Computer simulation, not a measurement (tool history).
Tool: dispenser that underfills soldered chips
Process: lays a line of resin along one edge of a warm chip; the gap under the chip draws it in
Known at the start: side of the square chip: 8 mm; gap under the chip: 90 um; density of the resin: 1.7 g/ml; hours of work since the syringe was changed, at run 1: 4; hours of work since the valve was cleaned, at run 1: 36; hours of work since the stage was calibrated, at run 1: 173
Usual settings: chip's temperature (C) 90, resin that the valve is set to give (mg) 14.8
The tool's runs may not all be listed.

run  hour  chip's temperature (C)  resin that the valve is set to give (mg)  hours of work since the syringe was changed  hours of work since the valve was cleaned  hours of work since the stage was calibrated  time until the resin shows at the far edge (s)  resin that the valve gave (mg)
  1     0                      90                                      14.8                                            4                                         36                                           173                                            27.3                           14.64
      1.8  -- new syringe of resin
  2   6.1                      98                                      14.8                                            3                                         40                                           178                                            19.7                            14.6
      9.2  -- new syringe of resin
  3  13.3                      98                                      18.2                                            3                                         45                                           183                                            19.1                           17.76
     16.6  -- new syringe of resin
  4  20.4                      90                                      12.7                                            3                                         50                                           188                                            28.7                           12.44
     23.5  -- new syringe of resin
  5  26.6                      79                                      12.7                                            2                                         55                                           193                                            46.7                           12.41
       31  -- new syringe of resin
  6  33.8                      79                                      12.7                                            2                                         60                                           198                                            46.9                           12.33
     38.1  -- new syringe of resin
  7    41                      90                                      12.8                                            2                                         66                                           203                                            26.9                           12.43
     45.2  -- new syringe of resin
  8  47.5                     102                                      14.8                                            2                                         70                                           208                                            16.4                           14.35
     52.3  -- new syringe of resin
  9  54.1                     102                                      14.8                                            1                                         75                                           213                                            14.3                            14.4
 10  57.7                     102                                      14.5                                            4                                         78                                           216                                            17.1                           14.03
     59.4  -- new syringe of resin
 11  65.8                      96                                      14.5                                            5                                         84                                           222                                            23.8                           13.89
     66.6  -- new syringe of resin
 12  72.6                      96                                      14.5                                            5                                         89                                           227                                            22.8                            13.9
     73.6  -- new syringe of resin
     77.4  -- dispensing valve cleaned and set on the balance
 13    78                      84                                      17.6                                            3                                          0                                           230                                            34.9                           17.58
     81.7  -- new syringe of resin
 14  83.3                      97                                      13.9                                            1                                          4                                           234                                            18.2                           13.77
 15  86.8                      88                                      16.6                                            4                                          7                                           236                                              30                           16.43
     88.9  -- new syringe of resin
 16  93.4                      86                                      18.1                                            3                                         12                                           241                                            32.7                           17.95
     96.1  -- new syringe of resin
 17  99.2                      86                                      18.1                                            2                                         16                                           245                                            30.7                           17.87

Forecast run 18:
     103.2  -- new syringe of resin
 18   104                      86                                      16.4                                            1                                         19                                           249                                               ?                               ?

Run 18 gave time until the resin shows at the far edge (s) 29.2, resin that the valve gave (mg) 16.18.
Without the tool's hidden state the same run would have given time until the resin shows at the far edge (s) 27.4, resin that the valve gave (mg) 16.39.
